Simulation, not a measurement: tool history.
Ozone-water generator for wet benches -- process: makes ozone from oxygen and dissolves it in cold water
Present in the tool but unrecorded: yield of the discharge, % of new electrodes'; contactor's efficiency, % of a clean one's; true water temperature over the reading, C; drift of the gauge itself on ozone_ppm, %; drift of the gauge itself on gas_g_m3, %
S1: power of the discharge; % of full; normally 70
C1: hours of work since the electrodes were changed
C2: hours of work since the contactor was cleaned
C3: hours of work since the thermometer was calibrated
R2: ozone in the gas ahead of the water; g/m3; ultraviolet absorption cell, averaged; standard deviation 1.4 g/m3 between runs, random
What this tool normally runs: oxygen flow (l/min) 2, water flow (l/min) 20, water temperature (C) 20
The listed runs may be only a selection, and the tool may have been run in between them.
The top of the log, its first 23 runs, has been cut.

-- hour=612 water thermometer calibrated, once more
run 24 hour=620.2 | S1=41 oxygen_flow_(l/min)=1.9 water_flow_(l/min)=20 water_temperature_(C)=20 | C1=1269 C2=1479 C3=6 | dissolved_ozone_(ppm)=8.2 R2=180.1
run 25 hour=643.8 | S1=70 oxygen_flow_(l/min)=2.2 water_flow_(l/min)=20 water_temperature_(C)=20 | C1=1285 C2=1496 C3=22 | dissolved_ozone_(ppm)=12.5 R2=244.9
run 26 hour=678.5 | S1=70 oxygen_flow_(l/min)=2.2 water_flow_(l/min)=20 water_temperature_(C)=20 | C1=1309 C2=1520 C3=47 | dissolved_ozone_(ppm)=12.5 R2=246.9
run 27 hour=706 | S1=70 oxygen_flow_(l/min)=2 water_flow_(l/min)=20 water_temperature_(C)=19 | C1=1329 C2=1539 C3=66 | dissolved_ozone_(ppm)=12.1 R2=253.5
run 28 hour=730.5 | S1=95 oxygen_flow_(l/min)=1.77 water_flow_(l/min)=21 water_temperature_(C)=26 | C1=1346 C2=1556 C3=83 | dissolved_ozone_(ppm)=12.7 R2=322.1
run 29 hour=752.4 | S1=95 oxygen_flow_(l/min)=1.77 water_flow_(l/min)=21 water_temperature_(C)=26 | C1=1361 C2=1572 C3=98 | dissolved_ozone_(ppm)=12.7 R2=327.3
run 30 hour=776.5 | S1=70 oxygen_flow_(l/min)=1.52 water_flow_(l/min)=30 water_temperature_(C)=20 | C1=1378 C2=1589 C3=115 | dissolved_ozone_(ppm)=7.1 R2=276.5
-- hour=807.2 contactor cleaned
run 31 hour=819.4 | S1=70 oxygen_flow_(l/min)=2.86 water_flow_(l/min)=17 water_temperature_(C)=27 | C1=1405 C2=9 C3=143 | dissolved_ozone_(ppm)=14.8 R2=221.4
run 32 hour=844.3 | S1=70 oxygen_flow_(l/min)=3.11 water_flow_(l/min)=21 water_temperature_(C)=27 | C1=1423 C2=26 C3=160 | dissolved_ozone_(ppm)=12.9 R2=214.4
run 33 hour=865.5 | S1=70 oxygen_flow_(l/min)=3.11 water_flow_(l/min)=21 water_temperature_(C)=27 | C1=1438 C2=41 C3=175 | dissolved_ozone_(ppm)=12.9 R2=215.6
run 34 hour=898.1 | S1=67 oxygen_flow_(l/min)=1.28 water_flow_(l/min)=21 water_temperature_(C)=17 | C1=1461 C2=64 C3=198 | dissolved_ozone_(ppm)=9.5 R2=284.4

What if the next run were any one of these 3? Each begins from the tool's condition after run 34:
run A hour=918.2 | S1=50 oxygen_flow_(l/min)=3.32 water_flow_(l/min)=21 water_temperature_(C)=18 | C1=1475 C2=78 C3=212 | dissolved_ozone_(ppm)=? R2=?
run B hour=918.2 | S1=93 oxygen_flow_(l/min)=1.27 water_flow_(l/min)=21 water_temperature_(C)=17 | C1=1475 C2=78 C3=212 | dissolved_ozone_(ppm)=? R2=?
run C hour=918.2 | S1=59 oxygen_flow_(l/min)=1.02 water_flow_(l/min)=20 water_temperature_(C)=21 | C1=1475 C2=78 C3=212 | dissolved_ozone_(ppm)=? R2=?

run=A dissolved_ozone_(ppm)=11.5 R2=166.8
run=B dissolved_ozone_(ppm)=11.6 R2=353.3
run=C dissolved_ozone_(ppm)=8 R2=280
Had the tool no hidden state, the same runs would have come out as:
run=A dissolved_ozone_(ppm)=12.2 R2=176.5
run=B dissolved_ozone_(ppm)=12.7 R2=386.2
run=C dissolved_ozone_(ppm)=8.6 R2=299

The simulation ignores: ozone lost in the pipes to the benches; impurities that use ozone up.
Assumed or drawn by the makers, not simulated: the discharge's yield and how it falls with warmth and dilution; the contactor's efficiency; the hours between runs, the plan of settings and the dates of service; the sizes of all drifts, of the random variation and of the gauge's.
